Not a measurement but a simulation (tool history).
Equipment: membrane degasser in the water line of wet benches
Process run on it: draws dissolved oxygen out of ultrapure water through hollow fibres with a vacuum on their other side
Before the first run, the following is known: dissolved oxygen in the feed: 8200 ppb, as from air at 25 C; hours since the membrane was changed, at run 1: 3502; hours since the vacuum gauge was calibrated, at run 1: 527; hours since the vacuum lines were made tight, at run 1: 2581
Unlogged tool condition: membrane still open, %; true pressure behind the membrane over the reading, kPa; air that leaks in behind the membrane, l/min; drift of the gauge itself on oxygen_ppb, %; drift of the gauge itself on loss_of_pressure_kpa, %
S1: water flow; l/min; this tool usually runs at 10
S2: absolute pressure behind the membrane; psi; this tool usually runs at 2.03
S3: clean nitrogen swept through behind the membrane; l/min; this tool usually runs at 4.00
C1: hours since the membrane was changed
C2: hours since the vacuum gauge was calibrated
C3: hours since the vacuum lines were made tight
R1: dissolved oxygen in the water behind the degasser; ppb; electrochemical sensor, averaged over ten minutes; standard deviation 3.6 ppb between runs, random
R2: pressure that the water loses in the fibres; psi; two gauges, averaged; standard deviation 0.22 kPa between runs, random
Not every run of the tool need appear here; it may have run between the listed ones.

Run 1, hour 0.0: usual settings; C1 3502; C2 527; C3 2581. Result: R1 356.7 ppb, R2 7.950 psi.
Run 2, hour 135.7: usual settings but S3 1.79 l/min; C1 3637; C2 663; C3 2717. Result: R1 426.8 ppb, R2 7.819 psi.
Run 3, hour 292.3: usual settings but S3 1.79 l/min; C1 3794; C2 820; C3 2874. Result: R1 433.7 ppb, R2 7.867 psi.
Run 4, hour 419.5: usual settings but S3 1.79 l/min; C1 3921; C2 947; C3 3001. Result: R1 426.7 ppb, R2 7.867 psi.
Run 5, hour 624.0: usual settings; C1 4126; C2 1151; C3 3205. Result: R1 356.4 ppb, R2 7.881 psi.
Run 6, hour 836.9: usual settings; C1 4339; C2 1364; C3 3418. Result: R1 356.7 ppb, R2 7.786 psi.
Run 7, hour 970.9: usual settings; C1 4473; C2 1498; C3 3552. Result: R1 355.5 ppb, R2 7.870 psi.
Run 8, hour 1088.6: usual settings but S1 11 l/min; C1 4590; C2 1616; C3 3670. Result: R1 447.7 ppb, R2 8.611 psi.
At hour 1130.8: seals of the vacuum lines changed.
Run 9, hour 1186.5: usual settings but S1 11 l/min; C1 4686; C2 1712; C3 56. Result: R1 444.9 ppb, R2 8.669 psi.
Run 10, hour 1322.4: usual settings but S1 11 l/min; C1 4822; C2 1848; C3 192. Result: R1 442.4 ppb, R2 8.627 psi.
Run 11, hour 1412.6: usual settings; C1 4912; C2 1938; C3 282. Result: R1 360.3 ppb, R2 7.770 psi.
Run 12, hour 1505.1: usual settings; C1 5005; C2 2030; C3 374. Result: R1 358.5 ppb, R2 7.818 psi.
Run 13, hour 1667.1: usual settings; C1 5167; C2 2192; C3 536. Result: R1 362.4 ppb, R2 7.820 psi.
Run 14, hour 1849.3: usual settings; C1 5349; C2 2375; C3 719. Result: R1 358.5 ppb, R2 7.815 psi.
Run 15, hour 2068.8: usual settings; C1 5568; C2 2594; C3 938. Result: R1 349.3 ppb, R2 7.742 psi.
Run 16, hour 2254.3: usual settings but S1 14 l/min; C1 5754; C2 2780; C3 1124. Result: R1 741.7 ppb, R2 10.916 psi.
Run 17, hour 2472.0: usual settings but S2 1.91 psi; C1 5972; C2 2997; C3 1341. Result: R1 343.9 ppb, R2 7.794 psi.
Run 18, hour 2569.8: usual settings but S2 1.91 psi; C1 6069; C2 3095; C3 1439. Result: R1 353.6 ppb, R2 7.754 psi.
Run 19, hour 2679.8: usual settings but S2 1.91 psi; C1 6179; C2 3205; C3 1549. Result: R1 358.9 ppb, R2 7.773 psi.
Run 20, hour 2826.9: usual settings but S1 8 l/min, S2 1.80 psi; C1 6326; C2 3352; C3 1696. Result: R1 196.3 ppb, R2 6.208 psi.
Run 21, hour 3036.7: usual settings but S1 8 l/min, S2 1.80 psi; C1 6536; C2 3562; C3 1906. Result: R1 194.8 ppb, R2 6.171 psi.
Run 22, hour 3153.9: usual settings but S1 7 l/min, S2 4.99 psi, S3 3.90 l/min; C1 6654; C2 3679; C3 2023. Result: R1 232.3 ppb, R2 5.394 psi.
Run 23, hour 3312.2: usual settings but S1 9 l/min, S3 7.48 l/min; C1 6812; C2 3838; C3 2181. Result: R1 252.2 ppb, R2 6.966 psi.
Run 24, hour 3492.7: usual settings but S1 9 l/min, S3 7.48 l/min; C1 6992; C2 4018; C3 2362. Result: R1 248.1 ppb, R2 6.962 psi.
Run 25, hour 3649.1: usual settings but S1 9 l/min, S2 4.41 psi, S3 7.48 l/min; C1 7149; C2 4174; C3 2518. Result: R1 300.2 ppb, R2 6.937 psi.
Run 26, hour 3745.0: usual settings but S1 9 l/min, S2 3.67 psi, S3 7.48 l/min; C1 7245; C2 4270; C3 2614. Result: R1 282.1 ppb, R2 6.920 psi.
Run 27, hour 3954.5: usual settings but S1 9 l/min, S2 4.44 psi, S3 7.48 l/min; C1 7454; C2 4480; C3 2824. Result: R1 302.5 ppb, R2 6.936 psi.
At hour 4121.7: gauge calibrated.
Run 28, hour 4130.0: usual settings but S1 12 l/min, S2 5.02 psi, S3 3.23 l/min; C1 7630; C2 4655; C3 2999. Result: R1 709.0 ppb, R2 9.462 psi.
Run 29, hour 4250.6: usual settings but S1 12 l/min, S2 5.02 psi, S3 3.23 l/min; C1 7750; C2 4776; C3 3120. Result: R1 716.5 ppb, R2 9.485 psi.
Run 30, hour 4445.7: usual settings but S1 7 l/min, S2 3.00 psi, S3 3.20 l/min; C1 7945; C2 4971; C3 3315. Result: R1 188.4 ppb, R2 5.551 psi.
Run 31, hour 4623.2: usual settings but S2 1.70 psi, S3 11.54 l/min; C1 8123; C2 5149; C3 3492. Result: R1 311.9 ppb, R2 7.897 psi.

3 options for the next run, each taken on its own from the tool as it stands now. Forecast them:
Run A, hour 4811.7: usual settings but S1 8 l/min, S3 2.05 l/min; C1 8311; C2 5337; C3 3681. Result: R1 ?, R2 ?.
Run B, hour 4811.7: usual settings but S1 14 l/min, S2 2.80 psi, S3 6.30 l/min; C1 8311; C2 5337; C3 3681. Result: R1 ?, R2 ?.
Run C, hour 4811.7: usual settings but S1 9 l/min, S3 10.63 l/min; C1 8311; C2 5337; C3 3681. Result: R1 ?, R2 ?.

run     R1      R2
  A  246.6   6.324
  B  737.9  11.074
  C  243.6   7.088
With no hidden state in the tool, these same runs would have given:
run     R1      R2
  A  245.9   6.345
  B  736.0  11.111
  C  242.7   7.113

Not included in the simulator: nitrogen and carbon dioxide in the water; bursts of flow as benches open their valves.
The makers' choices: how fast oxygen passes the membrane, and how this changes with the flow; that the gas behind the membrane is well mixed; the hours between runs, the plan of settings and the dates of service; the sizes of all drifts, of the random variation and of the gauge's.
